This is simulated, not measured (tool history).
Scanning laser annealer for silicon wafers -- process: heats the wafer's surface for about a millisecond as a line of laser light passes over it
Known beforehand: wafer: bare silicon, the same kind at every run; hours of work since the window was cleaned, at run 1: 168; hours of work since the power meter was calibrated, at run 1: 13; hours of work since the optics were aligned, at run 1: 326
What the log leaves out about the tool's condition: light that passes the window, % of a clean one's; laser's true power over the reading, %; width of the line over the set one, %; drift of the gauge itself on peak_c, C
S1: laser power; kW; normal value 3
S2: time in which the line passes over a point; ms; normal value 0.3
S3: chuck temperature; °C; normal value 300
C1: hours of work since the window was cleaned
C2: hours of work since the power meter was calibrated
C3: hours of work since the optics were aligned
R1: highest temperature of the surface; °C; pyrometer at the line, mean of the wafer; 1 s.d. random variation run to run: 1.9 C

Run 1, hour 0: usual settings; C1 168; C2 13; C3 326. Result: R1 1070 °C.
Run 2, hour 11.3: usual settings but S3 336 °C; C1 173; C2 19; C3 331. Result: R1 1106 °C.
Run 3, hour 23.3: usual settings but S3 336 °C; C1 179; C2 24; C3 337. Result: R1 1107 °C.
Run 4, hour 38.6: usual settings; C1 186; C2 31; C3 344. Result: R1 1068 °C.
Run 5, hour 54.5: usual settings; C1 194; C2 39; C3 351. Result: R1 1069 °C.
Run 6, hour 62.9: usual settings; C1 197; C2 43; C3 355. Result: R1 1067 °C.
Run 7, hour 73.9: usual settings; C1 203; C2 48; C3 361. Result: R1 1069 °C.
Run 8, hour 89.9: usual settings; C1 210; C2 56; C3 368. Result: R1 1070 °C.
Run 9, hour 103.2: usual settings but S1 2.846 kW; C1 216; C2 62; C3 374. Result: R1 1018 °C.
Run 10, hour 110.5: usual settings but S3 297 °C; C1 220; C2 65; C3 378. Result: R1 1064 °C.
Run 11, hour 119.4: usual settings but S1 3.089 kW, S3 297 °C; C1 224; C2 70; C3 382. Result: R1 1093 °C.
Run 12, hour 134.8: usual settings but S1 3.089 kW, S3 297 °C; C1 231; C2 77; C3 389. Result: R1 1089 °C.
Run 13, hour 148.9: usual settings but S1 2.827 kW; C1 238; C2 83; C3 396. Result: R1 1007 °C.
Run 14, hour 161.8: usual settings but S1 2.827 kW, S2 0.362 ms; C1 244; C2 90; C3 402. Result: R1 1078 °C.
Run 15, hour 178.5: usual settings but S1 2.827 kW, S2 0.362 ms; C1 252; C2 97; C3 410. Result: R1 1078 °C.
Run 16, hour 190.8: usual settings but S1 2.827 kW, S2 0.362 ms; C1 258; C2 103; C3 416. Result: R1 1074 °C.
Run 17, hour 204.4: usual settings but S1 2.827 kW, S2 0.362 ms; C1 264; C2 110; C3 422. Result: R1 1076 °C.
Run 18, hour 221.2: usual settings but S1 2.827 kW, S2 0.362 ms; C1 272; C2 118; C3 430. Result: R1 1073 °C.
Run 19, hour 230.5: usual settings but S1 2.827 kW, S2 0.362 ms; C1 276; C2 122; C3 434. Result: R1 1074 °C.
Run 20, hour 246.6: usual settings but S2 0.242 ms; C1 284; C2 130; C3 442. Result: R1 983 °C.
Run 21, hour 260: usual settings but S1 2.556 kW, S2 0.347 ms, S3 310 °C; C1 290; C2 136; C3 448. Result: R1 973 °C.
Run 22, hour 273.3: usual settings but S1 2.898 kW, S2 0.246 ms, S3 318 °C; C1 297; C2 142; C3 455. Result: R1 977 °C.
Run 23, hour 282.3: usual settings but S1 2.898 kW, S2 0.246 ms, S3 318 °C; C1 301; C2 146; C3 459. Result: R1 976 °C.
At hour 285.9: window over the wafer cleaned.
Run 24, hour 293.7: usual settings but S1 2.794 kW, S2 0.339 ms; C1 4; C2 151; C3 463. Result: R1 1029 °C.
Run 25, hour 300.6: usual settings but S1 2.794 kW, S2 0.339 ms; C1 7; C2 154; C3 467. Result: R1 1026 °C.
At hour 313.8: window over the wafer cleaned, once more.
Run 26, hour 315.7: usual settings but S1 3.095 kW, S2 0.222 ms; C1 1; C2 160; C3 473. Result: R1 997 °C.
Run 27, hour 327.4: usual settings but S1 2.592 kW, S3 325 °C; C1 6; C2 166; C3 478. Result: R1 966 °C.
Run 28, hour 340.9: usual settings but S1 3.073 kW, S2 0.223 ms; C1 13; C2 172; C3 485. Result: R1 990 °C.
Run 29, hour 348.3: usual settings but S1 2.698 kW, S2 0.353 ms, S3 264 °C; C1 16; C2 176; C3 488. Result: R1 993 °C.
Run 30, hour 358.7: usual settings but S2 0.357 ms; C1 21; C2 181; C3 493. Result: R1 1143 °C.
Run 31, hour 369.6: usual settings but S1 3.167 kW, S2 0.214 ms, S3 295 °C; C1 26; C2 186; C3 498. Result: R1 1000 °C.

Run 32 comes next. What will it give?
Run 32, hour 378.4: usual settings but S1 2.595 kW, S2 0.254 ms, S3 276 °C; C1 30; C2 190; C3 502. Result: R1 ?.

{"run 32": {"R1": 862}}
Minus the tool's unlogged condition, the same run would have read R1 871 °C.
